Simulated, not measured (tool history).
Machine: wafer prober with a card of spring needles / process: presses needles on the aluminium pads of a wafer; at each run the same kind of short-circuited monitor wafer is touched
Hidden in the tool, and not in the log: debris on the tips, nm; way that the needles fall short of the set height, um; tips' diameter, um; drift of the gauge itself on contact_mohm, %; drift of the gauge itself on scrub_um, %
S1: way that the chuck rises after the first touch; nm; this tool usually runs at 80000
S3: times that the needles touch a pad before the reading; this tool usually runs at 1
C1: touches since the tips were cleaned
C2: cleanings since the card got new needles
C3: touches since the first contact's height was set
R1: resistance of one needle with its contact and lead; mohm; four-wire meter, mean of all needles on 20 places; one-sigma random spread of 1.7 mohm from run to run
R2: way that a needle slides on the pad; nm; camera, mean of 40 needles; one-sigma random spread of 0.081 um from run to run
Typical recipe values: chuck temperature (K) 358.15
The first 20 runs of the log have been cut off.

-- hour=304.2 tips cleaned on abrasive film
run 21 hour=322.1 | S1=64000 chuck_temperature_(K)=300.15 S3=1 | C1=3313 C2=23 C3=105852 | R1=188 R2=12800
-- hour=327.9 tips cleaned on abrasive film
run 22 hour=338.6 | S1=64000 chuck_temperature_(K)=300.15 S3=1 | C1=1984 C2=24 C3=108886 | R1=179 R2=12820
run 23 hour=349.1 | S1=80000 chuck_temperature_(K)=358.15 S3=2 | C1=3931 C2=24 C3=110833 | R1=184 R2=16040
-- hour=350.5 tips cleaned on abrasive film
run 24 hour=367.6 | S1=89000 chuck_temperature_(K)=310.15 S3=2 | C1=3175 C2=25 C3=114247 | R1=175 R2=18000
-- hour=373.2 tips cleaned on abrasive film
run 25 hour=380.9 | S1=89000 chuck_temperature_(K)=301.15 S3=2 | C1=1423 C2=26 C3=116687 | R1=170 R2=18060
-- hour=396.7 tips cleaned on abrasive film
run 26 hour=396.8 | S1=81000 chuck_temperature_(K)=301.15 S3=2 | C1=19 C2=27 C3=119618 | R1=171 R2=16230
run 27 hour=415.4 | S1=80000 chuck_temperature_(K)=358.15 S3=3 | C1=3470 C2=27 C3=123069 | R1=182 R2=16080
-- hour=419.4 tips cleaned on abrasive film
run 28 hour=431.8 | S1=62000 chuck_temperature_(K)=351.15 S3=3 | C1=2292 C2=28 C3=126081 | R1=184 R2=12350
-- hour=442.6 tips cleaned on abrasive film
run 29 hour=447.6 | S1=63000 chuck_temperature_(K)=358.15 S3=1 | C1=925 C2=29 C3=128985 | R1=189 R2=12460
run 30 hour=457.5 | S1=87000 chuck_temperature_(K)=353.15 S3=1 | C1=2762 C2=29 C3=130822 | R1=188 R2=17430
-- hour=465.7 tips cleaned on abrasive film
run 31 hour=475.9 | S1=80000 chuck_temperature_(K)=318.15 S3=2 | C1=1897 C2=30 C3=134217 | R1=175 R2=16120
-- hour=490.1 tips cleaned on abrasive film
run 32 hour=491.2 | S1=80000 chuck_temperature_(K)=318.15 S3=2 | C1=203 C2=31 C3=137033 | R1=172 R2=15870
run 33 hour=508.4 | S1=80000 chuck_temperature_(K)=318.15 S3=2 | C1=3391 C2=31 C3=140221 | R1=179 R2=15970
-- hour=514.3 tips cleaned on abrasive film
run 34 hour=521.0 | S1=80000 chuck_temperature_(K)=318.15 S3=2 | C1=1239 C2=32 C3=142532 | R1=176 R2=15960

Below are 3 alternative next runs, each starting from the tool's condition after run 34. Predict each:
run A hour=534.6 | S1=71000 chuck_temperature_(K)=358.15 S3=2 | C1=3762 C2=32 C3=145055 | R1=? R2=?
run B hour=534.6 | S1=73000 chuck_temperature_(K)=365.15 S3=1 | C1=3762 C2=32 C3=145055 | R1=? R2=?
run C hour=534.6 | S1=68000 chuck_temperature_(K)=314.15 S3=1 | C1=3762 C2=32 C3=145055 | R1=? R2=?

run=A R1=189 R2=14080
run=B R1=194 R2=14400
run=C R1=186 R2=13340
Take away the tool's hidden state, keep each run's random variation, and the runs would have read:
run=A R1=181 R2=14790
run=B R1=182 R2=15100
run=C R1=171 R2=14040
